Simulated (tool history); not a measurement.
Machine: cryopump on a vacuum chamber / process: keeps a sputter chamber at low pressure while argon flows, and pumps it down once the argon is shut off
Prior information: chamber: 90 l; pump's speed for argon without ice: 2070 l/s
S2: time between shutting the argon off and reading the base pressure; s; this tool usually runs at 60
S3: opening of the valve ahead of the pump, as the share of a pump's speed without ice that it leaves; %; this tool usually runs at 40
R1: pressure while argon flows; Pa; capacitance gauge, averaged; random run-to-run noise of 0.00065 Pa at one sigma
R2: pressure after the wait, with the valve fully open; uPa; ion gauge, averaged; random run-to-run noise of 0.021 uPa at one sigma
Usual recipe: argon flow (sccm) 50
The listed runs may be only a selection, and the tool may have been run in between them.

Run 1, day 0.000: usual settings. Result: R1 0.1107 Pa, R2 2.66 uPa.
Run 2, day 0.467: usual settings but S2 51 s. Result: R1 0.1111 Pa, R2 2.80 uPa.
Run 3, day 0.800: usual settings but S2 51 s. Result: R1 0.1114 Pa, R2 2.84 uPa.
Run 4, day 1.446: usual settings but S2 51 s. Result: R1 0.1114 Pa, R2 2.84 uPa.
Run 5, day 2.042: usual settings but S2 51 s. Result: R1 0.1124 Pa, R2 0.62 uPa.
Run 6, day 2.629: usual settings. Result: R1 0.1118 Pa, R2 0.53 uPa.
Run 7, day 3.088: usual settings but S2 251 s. Result: R1 0.1132 Pa, R2 0.28 uPa.
Run 8, day 3.383: usual settings but S2 251 s. Result: R1 0.1129 Pa, R2 0.30 uPa.
Run 9, day 3.738: usual settings. Result: R1 0.1136 Pa, R2 0.55 uPa.
Run 10, day 4.321: usual settings. Result: R1 0.1126 Pa, R2 0.56 uPa.
Run 11, day 4.825: usual settings but S3 32 %. Result: R1 0.1379 Pa, R2 0.59 uPa.
Run 12, day 5.233: usual settings but S3 32 %. Result: R1 0.1389 Pa, R2 0.57 uPa.
Run 13, day 5.517: usual settings but argon flow (sccm) 29, S3 25 %. Result: R1 0.1022 Pa, R2 0.60 uPa.
Run 14, day 5.896: usual settings but argon flow (sccm) 32, S2 153 s, S3 44 %. Result: R1 0.0666 Pa, R2 0.41 uPa.
Run 15, day 6.350: usual settings but argon flow (sccm) 40, S2 108 s, S3 20 %. Result: R1 0.1720 Pa, R2 0.46 uPa.
Run 16, day 6.733: usual settings but argon flow (sccm) 58. Result: R1 0.1317 Pa, R2 0.63 uPa.
Run 17, day 7.050: usual settings but argon flow (sccm) 80, S2 37 s, S3 20 %. Result: R1 0.3458 Pa, R2 0.88 uPa.
Run 18, day 7.617: usual settings but argon flow (sccm) 38, S3 29 %. Result: R1 0.1160 Pa, R2 0.63 uPa.
Run 19, day 8.129: usual settings but argon flow (sccm) 38, S3 29 %. Result: R1 0.1168 Pa, R2 0.65 uPa.
Run 20, day 8.683: usual settings but S2 68 s, S3 31 %. Result: R1 0.1445 Pa, R2 0.61 uPa.
Run 21, day 9.212: usual settings but S2 68 s, S3 31 %. Result: R1 0.1426 Pa, R2 0.63 uPa.
Run 22, day 9.650: usual settings but S2 68 s, S3 31 %. Result: R1 0.1434 Pa, R2 0.62 uPa.

The log once held 1 entry between its listed runs, left out of this copy. Where does each go, and what is different about the tool's unlogged condition between the listed run before it and the listed run after it?
In the gap between runs 4 and 5: leaking fittings of the chamber tightened, without venting (day 1.842)
  pump's speed, % of a pump's without ice: 82 -> 81.7; leak into the chamber, uPa l/s: 3998 -> 311
  measured result minus the result with no hidden state, R1: +0.0093 -> +0.0096 Pa; R2: +2.27 -> +0.04 uPa

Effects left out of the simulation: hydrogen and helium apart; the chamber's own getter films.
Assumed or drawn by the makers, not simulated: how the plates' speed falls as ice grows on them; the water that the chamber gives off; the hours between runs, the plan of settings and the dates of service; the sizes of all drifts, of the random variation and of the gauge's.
